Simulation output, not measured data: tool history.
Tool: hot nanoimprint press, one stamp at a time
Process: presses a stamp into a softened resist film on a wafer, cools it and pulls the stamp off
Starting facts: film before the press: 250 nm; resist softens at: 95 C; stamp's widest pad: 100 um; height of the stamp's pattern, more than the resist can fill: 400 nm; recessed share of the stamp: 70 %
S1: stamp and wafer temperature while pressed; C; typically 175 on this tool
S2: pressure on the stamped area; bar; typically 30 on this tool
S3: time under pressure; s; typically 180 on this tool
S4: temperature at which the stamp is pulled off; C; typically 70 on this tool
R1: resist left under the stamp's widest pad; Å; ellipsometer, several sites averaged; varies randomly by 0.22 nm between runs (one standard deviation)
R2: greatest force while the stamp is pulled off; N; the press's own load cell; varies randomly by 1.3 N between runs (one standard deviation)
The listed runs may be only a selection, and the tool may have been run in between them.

| run | hour | S1 | S2 | S3 | S4 | R1 | R2 |
|---|---|---|---|---|---|---|---|
| 1 | 0 | 175 | 30 | 180 | 70 | 1387 | 95 |
| 2 | 47.2 | 175 | 30 | 180 | 70 | 1387 | 93 |
| 3 | 84.6 | 175 | 30 | 180 | 70 | 1395 | 93 |
| 4 | 164 | 175 | 30 | 180 | 70 | 1387 | 93 |
| 5 | 209.4 | 175 | 30 | 180 | 70 | 1392 | 92 |
|  | 233.7 | stamp cleaned and given a new release coat |
|  | 259.5 | plate thermocouple calibrated |
| 6 | 259.5 | 175 | 30 | 180 | 70 | 1394 | 92 |
| 7 | 306.3 | 175 | 38.4 | 180 | 70 | 1269 | 91 |
| 8 | 364.3 | 175 | 38.4 | 180 | 70 | 1266 | 91 |
| 9 | 444.4 | 175 | 35.2 | 180 | 70 | 1310 | 93 |
|  | 527 | stamp cleaned and given a new release coat |
| 10 | 527.6 | 175 | 35.2 | 180 | 69 | 1314 | 96 |
| 11 | 592.1 | 175 | 35.2 | 180 | 69 | 1317 | 96 |
|  | 645 | press's hydraulic seals changed and the load cell set to zero |
| 12 | 688.8 | 175 | 30 | 180 | 74 | 1405 | 84 |
| 13 | 773.3 | 175 | 30 | 180 | 70 | 1403 | 93 |
|  | 795.4 | plate thermocouple calibrated |
|  | 827.8 | stamp cleaned and given a new release coat |
| 14 | 827.8 | 175 | 30 | 301 | 70 | 1166 | 91 |
| 15 | 900.7 | 175 | 30 | 180 | 70 | 1402 | 91 |
| 16 | 986.1 | 186 | 28.3 | 179 | 78 | 914 | 72 |
| 17 | 1022.4 | 175 | 30 | 180 | 58 | 1410 | 124 |
| 18 | 1074.1 | 175 | 30 | 247 | 58 | 1260 | 124 |
|  | 1117.4 | stamp cleaned and given a new release coat |
| 19 | 1125.3 | 164 | 33.7 | 172 | 70 | 2000 | 93 |
| 20 | 1197.6 | 171 | 30 | 180 | 70 | 1643 | 94 |
| 21 | 1282.8 | 175 | 30 | 180 | 70 | 1413 | 92 |
|  | 1329.6 | plate thermocouple calibrated |
| 22 | 1332.3 | 175 | 19.7 | 97 | 70 | 1910 | 93 |
| 23 | 1369.1 | 185 | 32.9 | 296 | 57 | 725 | 124 |
|  | 1410.8 | stamp cleaned and given a new release coat |
| 24 | 1415.6 | 185 | 32.9 | 296 | 57 | 725 | 122 |
| 25 | 1474.1 | 167 | 35.6 | 180 | 68 | 1799 | 99 |

Run 26 comes next. What will it give?
| 26 | 1526.7 | 186 | 35.6 | 180 | 68 | ? | ? |

R1: 827 Å
R2: 97 N
The same run, on a tool lacking any hidden state, would have yielded R1 809 Å, R2 97 N.
